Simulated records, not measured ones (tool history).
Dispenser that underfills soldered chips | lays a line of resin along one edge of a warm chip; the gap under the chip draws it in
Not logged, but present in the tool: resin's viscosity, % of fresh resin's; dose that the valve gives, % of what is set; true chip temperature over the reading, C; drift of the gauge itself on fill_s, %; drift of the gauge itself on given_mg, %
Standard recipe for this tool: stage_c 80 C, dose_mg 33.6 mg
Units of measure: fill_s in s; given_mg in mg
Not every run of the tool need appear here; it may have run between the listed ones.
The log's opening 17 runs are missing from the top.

run     day  stage_c  dose_mg  hours of work since the syringe was changed  hours of work since the valve was cleaned  hours of work since the stage was calibrated  fill_s  given_mg
 18   5.233       80     29.6                                            7                                         99                                           212   181.3     28.08
      5.429  -- new syringe of resin
 19   5.492       80     29.6                                            1                                        103                                           216   118.9     28.13
 20   5.712       80     41.4                                            5                                        106                                           219   146.2     39.22
 21   5.904       83     40.4                                            8                                        110                                           222   158.2     38.13
      5.975  -- dispensing valve cleaned and set on the balance
      6.096  -- new syringe of resin
 22   6.183       83     40.4                                            1                                          3                                           226    98.5      40.6
 23   6.583       80     32.3                                            8                                         10                                           233   189.2     32.12
      6.721  -- new syringe of resin
 24   6.883       75     33.6                                            3                                         15                                           238   164.2     33.27
 25   7.067       75     33.6                                            6                                         18                                           241   203.5     33.31
      7.342  -- new syringe of resin
 26   7.342       78     33.6                                            0                                         22                                           245   116.2     33.53
 27   7.671       78     33.6                                            5                                         27                                           250   172.4     33.12
      7.958  -- new syringe of resin
 28   8.038       78     33.6                                            1                                         33                                           256   126.6      33.4
 29   8.217       70     39.5                                            4                                         36                                           259   240.3     38.63
 30   8.421       70     39.5                                            8                                         40                                           263     300     39.01
      8.583  -- new syringe of resin
 31   8.833       70     39.5                                            4                                         46                                           269   232.6     38.87
 32   9.025       93     39.6                                            7                                         50                                           272    92.5     38.79
      9.208  -- new syringe of resin
 33   9.425       93     39.6                                            4                                         56                                           279    70.7      38.4
 34   9.721       77       34                                            8                                         61                                           284   226.3     33.06
      9.846  -- new syringe of resin
 35  10.025       74     33.6                                            3                                         66                                           289   172.3     32.58

Each row is a separate what-if for the run after 35, all from the same tool condition, not one after another. Results?
  A  10.204       82       37                                            6                                         69                                           292       ?         ?
  B  10.204       73     43.6                                            6                                         69                                           292       ?         ?
  C  10.204       93     33.6                                            6                                         69                                           292       ?         ?
  D  10.204       70     38.9                                            6                                         69                                           292       ?         ?
  E  10.204       72     39.6                                            6                                         69                                           292       ?         ?

run  fill_s  given_mg
  A   142.5     35.88
  B     220     42.17
  C    83.4     32.42
  D   263.2     37.59
  E   232.4     38.43
Without the tool's hidden state the same runs would have given:
run  fill_s  given_mg
  A   103.6     37.05
  B   161.1     43.55
  C    60.1     33.48
  D   192.8     38.82
  E     170     39.69
